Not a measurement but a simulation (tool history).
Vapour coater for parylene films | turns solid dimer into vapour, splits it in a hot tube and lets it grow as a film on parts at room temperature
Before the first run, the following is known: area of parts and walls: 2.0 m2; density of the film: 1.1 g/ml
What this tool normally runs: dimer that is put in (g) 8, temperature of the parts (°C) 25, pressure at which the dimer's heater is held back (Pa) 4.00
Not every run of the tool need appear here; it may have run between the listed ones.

run    hour  dimer that is put in (g)  temperature of the parts (°C)  pressure at which the dimer's heater is held back (Pa)  thickness of the film (µm)
  1     0.0                         8                             25                                                    4.00                        3.00
  2    27.4                         8                             25                                                    4.75                        2.91
  3    85.8                         8                             25                                                    8.93                        2.54
  4   112.5                         8                             17                                                    4.00                        3.51
  5   152.2                         8                             17                                                    4.00                        3.49
  6   181.2                         8                             17                                                    4.00                        3.43
  7   227.2                         8                             31                                                    4.00                        2.39
  8   255.4                         8                             25                                                    4.00                        2.91
  9   286.3                         8                             24                                                    4.00                        2.96
 10   326.5                         8                             24                                                    4.00                        2.96
 11   356.3                         8                             25                                                    3.08                        3.00
 12   410.3                         8                             25                                                    3.08                        2.98
 13   441.1                         8                             25                                                    2.22                        3.15
 14   485.4                         8                             25                                                    4.00                        2.82
 15   511.9                         8                             25                                                    4.00                        2.81
 16   554.9                         8                             25                                                    4.00                        2.84
 17   588.9                         8                             25                                                    4.00                        2.77
 18   629.5                         8                             25                                                    4.00                        2.76
 19   659.3                         8                             20                                                    4.00                        3.27
 20   714.6                         8                             20                                                    4.00                        3.17
 21   749.7                         8                             23                                                    4.00                        2.82
 22   805.3                         8                             23                                                    4.00                        2.90
 23   861.9                         8                             23                                                    6.59                        2.58
 24   907.2                         3                             25                                                    4.00                        0.99
      914.9  -- trap's valve overhauled
 25   937.3                         3                             25                                                    4.00                        1.14
 26   994.7                         6                             17                                                    3.86                        2.64
 27  1054.4                         3                             18                                                    4.24                        1.32
 28  1080.6                         3                             18                                                    4.24                        1.30
 29  1133.7                         6                             27                                                   11.37                        1.72
 30  1176.9                         6                             26                                                    4.00                        2.13
 31  1233.2                         8                             25                                                    3.05                        2.93
 32  1270.7                         8                             25                                                    3.05                        2.96
 33  1320.9                        12                             25                                                    2.39                        4.58
 34  1355.4                        12                             25                                                    2.39                        4.65
 35  1401.1                        11                             25                                                    9.65                        3.30
 36  1444.5                        11                             25                                                    9.65                        3.24
 37  1499.1                        11                             25                                                    9.65                        3.32
 38  1536.9                         5                             25                                                    3.67                        1.72
 39  1567.1                        11                             32                                                    6.95                        2.75
 40  1601.5                        11                             30                                                    6.95                        2.88
 41  1627.6                         3                             25                                                    6.80                        0.92
 42  1652.3                         3                             25                                                    6.80                        0.88
 43  1708.8                         3                             25                                                    6.80                        0.91
 44  1748.7                        12                             27                                                    7.83                        3.35
 45  1792.2                        12                             27                                                    7.83                        3.32

5 ways to go on from here, each from the tool as it stands after run 45. What would each give?
     1832.7  -- trap's valve overhauled
  A  1838.1                        11                             20                                                    4.00                           ?
     1832.7  -- trap's valve overhauled
  B  1838.1                         4                             32                                                    2.24                           ?
     1832.7  -- trap's valve overhauled
  C  1838.1                        12                             23                                                    7.83                           ?
     1832.7  -- trap's valve overhauled
  D  1838.1                         8                             34                                                    4.96                           ?
     1832.7  -- trap's valve overhauled
  E  1838.1                         7                             35                                                    6.22                           ?

run  thickness of the film (µm)
  A                        4.68
  B                        1.31
  C                        4.12
  D                        2.11
  E                        1.77
What these runs would have given with no unlogged condition in the tool:
run  thickness of the film (µm)
  A                        4.81
  B                        1.35
  C                        4.24
  D                        2.17
  E                        1.82

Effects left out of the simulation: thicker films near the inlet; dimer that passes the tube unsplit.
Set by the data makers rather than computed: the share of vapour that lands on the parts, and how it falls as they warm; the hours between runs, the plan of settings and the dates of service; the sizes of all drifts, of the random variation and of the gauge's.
